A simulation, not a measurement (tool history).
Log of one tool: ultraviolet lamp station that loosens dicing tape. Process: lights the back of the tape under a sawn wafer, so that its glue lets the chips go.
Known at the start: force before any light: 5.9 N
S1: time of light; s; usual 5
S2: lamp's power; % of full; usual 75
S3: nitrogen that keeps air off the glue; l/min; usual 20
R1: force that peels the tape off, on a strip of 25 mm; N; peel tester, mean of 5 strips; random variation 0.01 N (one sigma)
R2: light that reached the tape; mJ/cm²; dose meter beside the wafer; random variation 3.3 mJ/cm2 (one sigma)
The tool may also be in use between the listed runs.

{"run": 1, "hour": 0.0, "S1": 5, "S2": 75, "S3": 20, "R1": 0.568, "R2": 451}
{"run": 2, "hour": 60.4, "S1": 5, "S2": 75, "S3": 20, "R1": 0.592, "R2": 451}
{"run": 3, "hour": 126.6, "S1": 5, "S2": 75, "S3": 20, "R1": 0.619, "R2": 436}
{"run": 4, "hour": 174.8, "S1": 5, "S2": 75, "S3": 20, "R1": 0.614, "R2": 436}
{"run": 5, "hour": 228.6, "S1": 5, "S2": 75, "S3": 20, "R1": 0.624, "R2": 432}
{"run": 6, "hour": 298.1, "S1": 5, "S2": 75, "S3": 20, "R1": 0.644, "R2": 427}
{"run": 7, "hour": 359.4, "S1": 7, "S2": 90, "S3": 14, "R1": 0.313, "R2": 701}
{"run": 8, "hour": 435.6, "S1": 7, "S2": 80, "S3": 14, "R1": 0.391, "R2": 615}
{"run": 9, "hour": 496.5, "S1": 7, "S2": 93, "S3": 6, "R1": 0.565, "R2": 717}
{"run": 10, "hour": 565.3, "S1": 7, "S2": 93, "S3": 6, "R1": 0.566, "R2": 711}
{"run": 11, "hour": 639.5, "S1": 7, "S2": 93, "S3": 6, "R1": 0.575, "R2": 694}

4 ways to go on from here, each from the tool as it stands after run 11. What would each give?
{"hour": 682.5, "done": "window cleaned of glue's vapour"}
{"run": "A", "hour": 688.5, "S1": 6, "S2": 79, "S3": 16, "R1": "?", "R2": "?"}
{"hour": 682.5, "done": "window cleaned of glue's vapour"}
{"run": "B", "hour": 688.5, "S1": 7, "S2": 93, "S3": 10, "R1": "?", "R2": "?"}
{"hour": 682.5, "done": "window cleaned of glue's vapour"}
{"run": "C", "hour": 688.5, "S1": 7, "S2": 88, "S3": 33, "R1": "?", "R2": "?"}
{"hour": 682.5, "done": "window cleaned of glue's vapour"}
{"run": "D", "hour": 688.5, "S1": 2, "S2": 76, "S3": 20, "R1": "?", "R2": "?"}

run=A R1=0.503 R2=528
run=B R1=0.363 R2=725
run=C R1=0.228 R2=681
run=D R1=2.237 R2=167
Without the tool's hidden state the same runs would have given:
run=A R1=0.347 R2=649
run=B R1=0.257 R2=892
run=C R1=0.193 R2=838
run=D R1=1.813 R2=206
